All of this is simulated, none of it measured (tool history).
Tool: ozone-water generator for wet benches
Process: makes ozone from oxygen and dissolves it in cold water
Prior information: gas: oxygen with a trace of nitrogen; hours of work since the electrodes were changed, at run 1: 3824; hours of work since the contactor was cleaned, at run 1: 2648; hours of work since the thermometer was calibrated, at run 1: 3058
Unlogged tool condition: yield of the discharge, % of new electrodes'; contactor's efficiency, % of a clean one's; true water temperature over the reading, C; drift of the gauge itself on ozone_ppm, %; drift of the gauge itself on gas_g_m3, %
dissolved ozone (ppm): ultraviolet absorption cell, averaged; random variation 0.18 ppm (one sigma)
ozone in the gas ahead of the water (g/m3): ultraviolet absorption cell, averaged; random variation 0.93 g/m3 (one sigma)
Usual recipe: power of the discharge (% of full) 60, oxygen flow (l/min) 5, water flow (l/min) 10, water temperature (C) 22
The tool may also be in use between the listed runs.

run,hour,power of the discharge (% of full),oxygen flow (l/min),water flow (l/min),water temperature (C),hours of work since the electrodes were changed,hours of work since the contactor was cleaned,hours of work since the thermometer was calibrated,dissolved ozone (ppm),ozone in the gas ahead of the water (g/m3)
1,0,60,5,10,22,3824,2648,3058,24.4,155.1
# hour 94.5: water thermometer calibrated
2,155.8,60,3.79,10,22,3952,2776,51,24.6,179.5
3,282.2,60,3.79,10,22,4057,2880,155,24.9,177.7
4,392,68,3.79,10,22,4147,2971,246,27.4,193.8
5,480.1,68,3.79,10,22,4220,3044,318,27.4,195.6
6,634,60,5,10,18,4347,3171,445,26,154.2
7,750.2,60,6.6,10,18,4443,3267,541,25.4,135.9
8,882.3,60,6.6,10,18,4552,3376,650,24.9,135.3
9,1048.5,60,6.6,10,18,4689,3513,788,25.3,135.6
10,1143.3,60,5.8,10,22,4767,3591,866,23.5,144.5
11,1297.9,63,4.58,10,22,4895,3719,994,25,165.5
12,1409.8,60,7.2,15,18,4987,3811,1086,20.2,129.9
13,1582.5,67,7.2,7,18,5130,3954,1229,31.4,139.7
14,1722,45,3.62,10,14,5245,4069,1344,22.8,144.9
15,1856.9,45,3.62,10,14,5357,4180,1455,22.9,144.7
16,1963.4,45,3.62,10,14,5445,4268,1543,23,142.9
17,2048.4,45,3.62,15,17,5515,4338,1613,16.3,145.3
# hour 2151.9: contactor cleaned
18,2232.3,45,3.62,8,15,5663,66,1762,25.6,144.8
19,2313.8,45,3.62,8,18,5730,134,1829,24.5,143.5
20,2494.5,45,3.62,8,18,5880,283,1978,24.4,143

What if the next run were any one of these 4? Each begins from the tool's condition after run 20:
A,2579.7,60,7.84,10,22,5950,353,2048,?,?
B,2579.7,64,5,10,22,5950,353,2048,?,?
C,2579.7,45,5.61,8,18,5950,353,2048,?,?
D,2579.7,45,3.62,8,19,5950,353,2048,?,?

run,dissolved ozone (ppm),ozone in the gas ahead of the water (g/m3)
A,22.3,122.8
B,25.4,161
C,23.2,116.3
D,24.3,143.6
With no hidden state in the tool, these same runs would have given:
run,dissolved ozone (ppm),ozone in the gas ahead of the water (g/m3)
A,22.3,125.2
B,25.4,164.2
C,23.2,118.6
D,24.3,146.4

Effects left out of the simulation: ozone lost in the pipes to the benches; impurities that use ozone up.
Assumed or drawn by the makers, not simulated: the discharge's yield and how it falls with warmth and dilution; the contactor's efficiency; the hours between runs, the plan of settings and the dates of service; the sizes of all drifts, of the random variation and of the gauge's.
